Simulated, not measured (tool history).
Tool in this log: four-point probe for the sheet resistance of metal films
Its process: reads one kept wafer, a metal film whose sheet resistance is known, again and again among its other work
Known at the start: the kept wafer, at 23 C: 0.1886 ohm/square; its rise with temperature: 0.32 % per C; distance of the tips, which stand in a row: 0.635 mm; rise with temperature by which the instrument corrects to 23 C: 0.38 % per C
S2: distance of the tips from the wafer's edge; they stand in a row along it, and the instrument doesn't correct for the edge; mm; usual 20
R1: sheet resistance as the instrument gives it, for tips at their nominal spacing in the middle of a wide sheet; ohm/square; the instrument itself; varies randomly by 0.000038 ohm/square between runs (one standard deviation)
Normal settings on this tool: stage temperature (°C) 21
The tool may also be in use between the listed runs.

Run 1, hour 0: usual settings. Result: R1 0.191361 ohm/square.
Run 2, hour 126.9: usual settings but S2 3 mm. Result: R1 0.195788 ohm/square.
Run 3, hour 233.9: usual settings but S2 3 mm. Result: R1 0.195838 ohm/square.
Run 4, hour 320.6: usual settings. Result: R1 0.191478 ohm/square.
Run 5, hour 436.8: usual settings. Result: R1 0.191544 ohm/square.
Run 6, hour 514.8: usual settings. Result: R1 0.191627 ohm/square.
Run 7, hour 621.7: usual settings. Result: R1 0.191643 ohm/square.
Run 8, hour 692.9: usual settings. Result: R1 0.191673 ohm/square.
Run 9, hour 782: usual settings. Result: R1 0.191865 ohm/square.
Run 10, hour 890.6: usual settings. Result: R1 0.19181 ohm/square.
Run 11, hour 1009.3: usual settings. Result: R1 0.191921 ohm/square.
Run 12, hour 1119.5: usual settings. Result: R1 0.19194 ohm/square.
Run 13, hour 1183.6: usual settings. Result: R1 0.192024 ohm/square.
Run 14, hour 1263: usual settings. Result: R1 0.192133 ohm/square.
Run 15, hour 1385.2: usual settings. Result: R1 0.19218 ohm/square.
Run 16, hour 1445.8: usual settings. Result: R1 0.192213 ohm/square.
Run 17, hour 1545.6: usual settings but stage temperature (°C) 30. Result: R1 0.191369 ohm/square.
Run 18, hour 1651: usual settings. Result: R1 0.192313 ohm/square.
Run 19, hour 1734.3: usual settings. Result: R1 0.192397 ohm/square.
Run 20, hour 1822.7: usual settings but stage temperature (°C) 23, S2 57 mm. Result: R1 0.192143 ohm/square.
At hour 1833.4: stage's thermometer calibrated.
Run 21, hour 1893.4: usual settings but stage temperature (°C) 31, S2 10 mm. Result: R1 0.19177 ohm/square.
Run 22, hour 1985.4: usual settings but stage temperature (°C) 22, S2 3 mm. Result: R1 0.196928 ohm/square.
Run 23, hour 2072.7: usual settings but stage temperature (°C) 24. Result: R1 0.192328 ohm/square.
Run 24, hour 2144.6: usual settings but stage temperature (°C) 33, S2 16 mm. Result: R1 0.19152 ohm/square.
At hour 2167: stage's thermometer calibrated, once more.
Run 25, hour 2256.9: usual settings but stage temperature (°C) 33, S2 16 mm. Result: R1 0.19148 ohm/square.
Run 26, hour 2334.1: usual settings but stage temperature (°C) 33, S2 16 mm. Result: R1 0.191482 ohm/square.
Run 27, hour 2411.3: usual settings but stage temperature (°C) 27, S2 36 mm. Result: R1 0.192049 ohm/square.
Run 28, hour 2530.6: usual settings but stage temperature (°C) 19, S2 43 mm. Result: R1 0.192786 ohm/square.
Run 29, hour 2590.6: usual settings but stage temperature (°C) 19, S2 11 mm. Result: R1 0.193274 ohm/square.
Run 30, hour 2704: usual settings but stage temperature (°C) 28, S2 16 mm. Result: R1 0.19219 ohm/square.
Run 31, hour 2784.1: usual settings but stage temperature (°C) 32, S2 25 mm. Result: R1 0.191748 ohm/square.
Run 32, hour 2841.2: usual settings but stage temperature (°C) 32, S2 25 mm. Result: R1 0.191737 ohm/square.
At hour 2850.9: new probe head fitted.
Run 33, hour 2943.2: usual settings but stage temperature (°C) 32, S2 25 mm. Result: R1 0.187313 ohm/square.
Run 34, hour 3011.2: usual settings but stage temperature (°C) 22. Result: R1 0.18835 ohm/square.
Run 35, hour 3112.7: usual settings but stage temperature (°C) 22. Result: R1 0.188369 ohm/square.
Run 36, hour 3180.2: usual settings but stage temperature (°C) 30, S2 6 mm. Result: R1 0.188709 ohm/square.
Run 37, hour 3253.1: usual settings but stage temperature (°C) 27, S2 32 mm. Result: R1 0.187886 ohm/square.

Predict each of these 4 candidate next runs independently; none follows another, all start after run 37:
Run A, hour 3323.1: usual settings but stage temperature (°C) 24, S2 32 mm. Result: R1 ?.
Run B, hour 3323.1: usual settings but stage temperature (°C) 27, S2 69 mm. Result: R1 ?.
Run C, hour 3323.1: usual settings but stage temperature (°C) 33, S2 3 mm. Result: R1 ?.
Run D, hour 3323.1: usual settings but stage temperature (°C) 28, S2 10 mm. Result: R1 ?.

run        R1
  A  0.188299
  B   0.18795
  C  0.191753
  D  0.188273
What these runs would have given with no unlogged condition in the tool:
run        R1
  A  0.188568
  B  0.188219
  C  0.192028
  D  0.188542

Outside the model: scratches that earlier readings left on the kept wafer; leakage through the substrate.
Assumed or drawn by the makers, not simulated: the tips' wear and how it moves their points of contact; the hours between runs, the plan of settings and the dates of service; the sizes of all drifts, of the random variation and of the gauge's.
